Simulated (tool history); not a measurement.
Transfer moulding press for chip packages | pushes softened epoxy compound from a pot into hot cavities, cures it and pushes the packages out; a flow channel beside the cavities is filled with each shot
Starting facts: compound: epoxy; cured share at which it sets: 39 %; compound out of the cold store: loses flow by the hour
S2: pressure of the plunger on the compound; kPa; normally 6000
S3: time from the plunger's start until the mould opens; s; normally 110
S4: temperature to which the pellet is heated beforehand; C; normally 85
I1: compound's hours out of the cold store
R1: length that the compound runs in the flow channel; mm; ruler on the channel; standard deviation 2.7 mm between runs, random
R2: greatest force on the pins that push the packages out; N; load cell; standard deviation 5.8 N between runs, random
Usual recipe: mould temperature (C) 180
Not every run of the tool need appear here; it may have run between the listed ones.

run 1 day=0.000 | mould_temperature_(C)=180 S2=6000 S3=110 S4=85 | I1=30.6 | R1=660 R2=272
run 2 day=0.458 | mould_temperature_(C)=180 S2=6000 S3=110 S4=85 | I1=43.7 | R1=632 R2=278
run 3 day=1.017 | mould_temperature_(C)=180 S2=6000 S3=110 S4=84 | I1=37.8 | R1=645 R2=266
-- day=1.492 cavities cleaned with cleaning compound and waxed
run 4 day=1.579 | mould_temperature_(C)=180 S2=6000 S3=110 S4=84 | I1=46.5 | R1=624 R2=272
run 5 day=2.283 | mould_temperature_(C)=180 S2=5070 S3=110 S4=84 | I1=30.3 | R1=606 R2=283
run 6 day=3.004 | mould_temperature_(C)=180 S2=5070 S3=128 S4=84 | I1=43.3 | R1=580 R2=249
-- day=3.633 cavities cleaned with cleaning compound and waxed
run 7 day=3.696 | mould_temperature_(C)=180 S2=5070 S3=128 S4=84 | I1=9.7 | R1=653 R2=239
run 8 day=4.242 | mould_temperature_(C)=180 S2=5070 S3=128 S4=84 | I1=10.3 | R1=651 R2=252
run 9 day=4.658 | mould_temperature_(C)=180 S2=5070 S3=128 S4=84 | I1=27.5 | R1=615 R2=247
run 10 day=5.238 | mould_temperature_(C)=180 S2=5070 S3=128 S4=84 | I1=32.6 | R1=602 R2=250
-- day=5.746 cavities cleaned with cleaning compound and waxed
run 11 day=5.838 | mould_temperature_(C)=180 S2=5070 S3=128 S4=84 | I1=28.4 | R1=616 R2=250
run 12 day=6.267 | mould_temperature_(C)=180 S2=5070 S3=128 S4=84 | I1=11.4 | R1=651 R2=259
run 13 day=7.125 | mould_temperature_(C)=180 S2=5070 S3=128 S4=84 | I1=14.5 | R1=642 R2=246
run 14 day=7.621 | mould_temperature_(C)=180 S2=5520 S3=128 S4=84 | I1=28.2 | R1=641 R2=252
-- day=7.879 cavities cleaned with cleaning compound and waxed
run 15 day=8.171 | mould_temperature_(C)=180 S2=6000 S3=110 S4=85 | I1=36.4 | R1=649 R2=284
run 16 day=8.904 | mould_temperature_(C)=180 S2=6000 S3=110 S4=85 | I1=23.0 | R1=683 R2=287
run 17 day=9.767 | mould_temperature_(C)=180 S2=6000 S3=148 S4=85 | I1=10.5 | R1=707 R2=253
-- day=10.004 cavities cleaned with cleaning compound and waxed
run 18 day=10.362 | mould_temperature_(C)=180 S2=6000 S3=148 S4=85 | I1=33.2 | R1=652 R2=243
run 19 day=10.821 | mould_temperature_(C)=180 S2=4990 S3=120 S4=84 | I1=15.2 | R1=635 R2=264
run 20 day=11.371 | mould_temperature_(C)=180 S2=4990 S3=95 S4=91 | I1=24.2 | R1=617 R2=349
run 21 day=11.783 | mould_temperature_(C)=180 S2=7310 S3=110 S4=85 | I1=47.3 | R1=691 R2=281
-- day=12.146 cavities cleaned with cleaning compound and waxed
run 22 day=12.479 | mould_temperature_(C)=180 S2=6000 S3=92 S4=85 | I1=39.3 | R1=636 R2=378
-- day=12.654 plunger's sealing rings changed
run 23 day=13.333 | mould_temperature_(C)=180 S2=6300 S3=90 S4=85 | I1=18.9 | R1=707 R2=402
run 24 day=13.821 | mould_temperature_(C)=180 S2=5350 S3=94 S4=85 | I1=18.8 | R1=653 R2=364
-- day=14.404 cavities cleaned with cleaning compound and waxed
run 25 day=14.729 | mould_temperature_(C)=180 S2=4890 S3=115 S4=85 | I1=34.8 | R1=586 R2=266
run 26 day=15.096 | mould_temperature_(C)=183 S2=6030 S3=100 S4=78 | I1=20.1 | R1=685 R2=281
run 27 day=15.829 | mould_temperature_(C)=183 S2=6030 S3=91 S4=80 | I1=25.4 | R1=670 R2=323
-- day=16.546 cavities cleaned with cleaning compound and waxed
run 28 day=16.588 | mould_temperature_(C)=180 S2=4700 S3=110 S4=77 | I1=39.0 | R1=570 R2=276
run 29 day=17.217 | mould_temperature_(C)=180 S2=4700 S3=110 S4=77 | I1=40.5 | R1=565 R2=274

3 ways to go on from here, each from the tool as it stands after run 29. What would each give?
run A day=18.092 | mould_temperature_(C)=174 S2=4600 S3=145 S4=77 | I1=30.4 | R1=? R2=?
run B day=18.092 | mould_temperature_(C)=180 S2=4700 S3=111 S4=88 | I1=8.7 | R1=? R2=?
run C day=18.092 | mould_temperature_(C)=180 S2=4700 S3=116 S4=85 | I1=33.8 | R1=? R2=?

run=A R1=593 R2=270
run=B R1=632 R2=285
run=C R1=583 R2=252
Take away the tool's hidden state, keep each run's random variation, and the runs would have read:
run=A R1=594 R2=267
run=B R1=632 R2=282
run=C R1=583 R2=249

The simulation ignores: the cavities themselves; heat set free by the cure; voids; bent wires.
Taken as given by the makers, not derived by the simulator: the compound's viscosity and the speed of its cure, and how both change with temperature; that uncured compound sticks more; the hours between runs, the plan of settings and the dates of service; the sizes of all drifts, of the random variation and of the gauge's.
